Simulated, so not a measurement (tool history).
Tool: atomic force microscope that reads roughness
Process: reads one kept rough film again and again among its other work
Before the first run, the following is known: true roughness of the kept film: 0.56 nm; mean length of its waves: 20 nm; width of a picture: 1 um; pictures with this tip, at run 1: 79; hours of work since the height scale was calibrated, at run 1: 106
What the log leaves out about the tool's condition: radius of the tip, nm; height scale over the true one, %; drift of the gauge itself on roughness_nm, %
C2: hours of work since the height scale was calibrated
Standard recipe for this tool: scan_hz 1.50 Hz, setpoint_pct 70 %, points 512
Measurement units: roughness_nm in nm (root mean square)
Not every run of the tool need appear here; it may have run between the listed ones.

run 1 hour=0.0 | scan_hz=1.50 setpoint_pct=70 points=512 | pictures_with_this_tip=79 C2=106 | roughness_nm=0.461
run 2 hour=9.9 | scan_hz=0.80 setpoint_pct=70 points=512 | pictures_with_this_tip=104 C2=114 | roughness_nm=0.466
run 3 hour=22.9 | scan_hz=0.80 setpoint_pct=70 points=512 | pictures_with_this_tip=137 C2=123 | roughness_nm=0.463
run 4 hour=31.8 | scan_hz=0.80 setpoint_pct=70 points=512 | pictures_with_this_tip=159 C2=130 | roughness_nm=0.467
run 5 hour=45.1 | scan_hz=0.80 setpoint_pct=70 points=512 | pictures_with_this_tip=192 C2=140 | roughness_nm=0.448
run 6 hour=64.1 | scan_hz=1.50 setpoint_pct=70 points=556 | pictures_with_this_tip=240 C2=155 | roughness_nm=0.422
run 7 hour=73.9 | scan_hz=1.50 setpoint_pct=70 points=556 | pictures_with_this_tip=265 C2=162 | roughness_nm=0.413
run 8 hour=91.2 | scan_hz=1.50 setpoint_pct=70 points=512 | pictures_with_this_tip=308 C2=176 | roughness_nm=0.410
run 9 hour=103.4 | scan_hz=1.50 setpoint_pct=70 points=353 | pictures_with_this_tip=339 C2=185 | roughness_nm=0.402
-- hour=106.2 new tip fitted
run 10 hour=116.2 | scan_hz=1.50 setpoint_pct=70 points=353 | pictures_with_this_tip=25 C2=194 | roughness_nm=0.461
run 11 hour=134.5 | scan_hz=1.50 setpoint_pct=70 points=293 | pictures_with_this_tip=71 C2=208 | roughness_nm=0.451
run 12 hour=147.0 | scan_hz=1.50 setpoint_pct=70 points=293 | pictures_with_this_tip=102 C2=218 | roughness_nm=0.440
run 13 hour=161.0 | scan_hz=1.50 setpoint_pct=70 points=370 | pictures_with_this_tip=138 C2=229 | roughness_nm=0.439
run 14 hour=178.8 | scan_hz=3.26 setpoint_pct=56 points=450 | pictures_with_this_tip=182 C2=242 | roughness_nm=0.433
run 15 hour=196.1 | scan_hz=0.79 setpoint_pct=56 points=683 | pictures_with_this_tip=226 C2=255 | roughness_nm=0.456
run 16 hour=205.5 | scan_hz=0.79 setpoint_pct=56 points=683 | pictures_with_this_tip=249 C2=263 | roughness_nm=0.453
run 17 hour=217.8 | scan_hz=1.67 setpoint_pct=78 points=764 | pictures_with_this_tip=280 C2=272 | roughness_nm=0.388

The next listed run, before its measurement:
run 18 hour=228.5 | scan_hz=1.67 setpoint_pct=78 points=764 | pictures_with_this_tip=307 C2=280 | roughness_nm=?

{"run 18": {"roughness_nm": 0.385}}
With the hidden condition absent and the run-to-run variation left alone, this run would have shown roughness_nm 0.454 nm (root mean square).
